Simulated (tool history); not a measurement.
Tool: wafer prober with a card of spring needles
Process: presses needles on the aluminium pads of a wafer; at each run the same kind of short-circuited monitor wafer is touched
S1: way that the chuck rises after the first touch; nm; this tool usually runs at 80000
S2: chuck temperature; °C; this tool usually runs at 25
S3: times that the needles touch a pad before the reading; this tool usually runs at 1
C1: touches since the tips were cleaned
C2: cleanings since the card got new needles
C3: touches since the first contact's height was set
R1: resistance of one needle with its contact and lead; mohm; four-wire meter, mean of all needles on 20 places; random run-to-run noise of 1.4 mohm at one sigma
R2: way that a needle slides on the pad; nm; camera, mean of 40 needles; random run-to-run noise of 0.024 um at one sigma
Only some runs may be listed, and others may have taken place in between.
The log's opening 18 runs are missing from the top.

run 19 hour=160.0 | S1=76000 S2=25 S3=2 | C1=1482 C2=11 C3=90450 | R1=141 R2=16600
run 20 hour=164.8 | S1=96000 S2=31 S3=3 | C1=2582 C2=11 C3=91550 | R1=131 R2=20950
run 21 hour=174.6 | S1=96000 S2=31 S3=3 | C1=4829 C2=11 C3=93797 | R1=134 R2=20970
run 22 hour=179.8 | S1=80000 S2=104 S3=3 | C1=6019 C2=11 C3=94987 | R1=154 R2=17450
-- hour=185.2 tips cleaned on abrasive film
run 23 hour=185.2 | S1=80000 S2=29 S3=3 | C1=0 C2=12 C3=96205 | R1=125 R2=17400
run 24 hour=192.6 | S1=68000 S2=25 S3=2 | C1=1696 C2=12 C3=97901 | R1=151 R2=14780
run 25 hour=202.0 | S1=73000 S2=36 S3=1 | C1=3847 C2=12 C3=100052 | R1=184 R2=15890
run 26 hour=209.6 | S1=73000 S2=103 S3=1 | C1=5600 C2=12 C3=101805 | R1=200 R2=15850
-- hour=217.1 tips cleaned on abrasive film
run 27 hour=219.0 | S1=73000 S2=103 S3=1 | C1=445 C2=13 C3=103946 | R1=148 R2=15890
run 28 hour=229.1 | S1=99000 S2=113 S3=1 | C1=2759 C2=13 C3=106260 | R1=156 R2=21590
run 29 hour=239.4 | S1=63000 S2=30 S3=1 | C1=5120 C2=13 C3=108621 | R1=213 R2=13630
run 30 hour=245.7 | S1=63000 S2=30 S3=1 | C1=6561 C2=13 C3=110062 | R1=220 R2=13660
-- hour=249.2 tips cleaned on abrasive film
run 31 hour=252.7 | S1=63000 S2=30 S3=1 | C1=819 C2=14 C3=111651 | R1=158 R2=13650
run 32 hour=263.3 | S1=63000 S2=30 S3=1 | C1=3242 C2=14 C3=114074 | R1=196 R2=13630
run 33 hour=273.0 | S1=89000 S2=25 S3=1 | C1=5475 C2=14 C3=116307 | R1=169 R2=19400
-- hour=281.0 tips cleaned on abrasive film
run 34 hour=282.0 | S1=80000 S2=109 S3=2 | C1=240 C2=15 C3=118346 | R1=141 R2=17390

Consider 4 possible next runs. They are alternatives, not a sequence: every one starts from the tool as it was left by run 34. What does each give?
run A hour=290.2 | S1=83000 S2=37 S3=2 | C1=2103 C2=15 C3=120209 | R1=? R2=?
run B hour=290.2 | S1=65000 S2=94 S3=3 | C1=2103 C2=15 C3=120209 | R1=? R2=?
run C hour=290.2 | S1=71000 S2=61 S3=2 | C1=2103 C2=15 C3=120209 | R1=? R2=?
run D hour=290.2 | S1=78000 S2=125 S3=1 | C1=2103 C2=15 C3=120209 | R1=? R2=?

run=A R1=141 R2=18000
run=B R1=152 R2=14070
run=C R1=153 R2=15380
run=D R1=167 R2=16940
Without the tool's hidden state the same runs would have given:
run=A R1=122 R2=18250
run=B R1=135 R2=14310
run=C R1=128 R2=15620
run=D R1=136 R2=17180

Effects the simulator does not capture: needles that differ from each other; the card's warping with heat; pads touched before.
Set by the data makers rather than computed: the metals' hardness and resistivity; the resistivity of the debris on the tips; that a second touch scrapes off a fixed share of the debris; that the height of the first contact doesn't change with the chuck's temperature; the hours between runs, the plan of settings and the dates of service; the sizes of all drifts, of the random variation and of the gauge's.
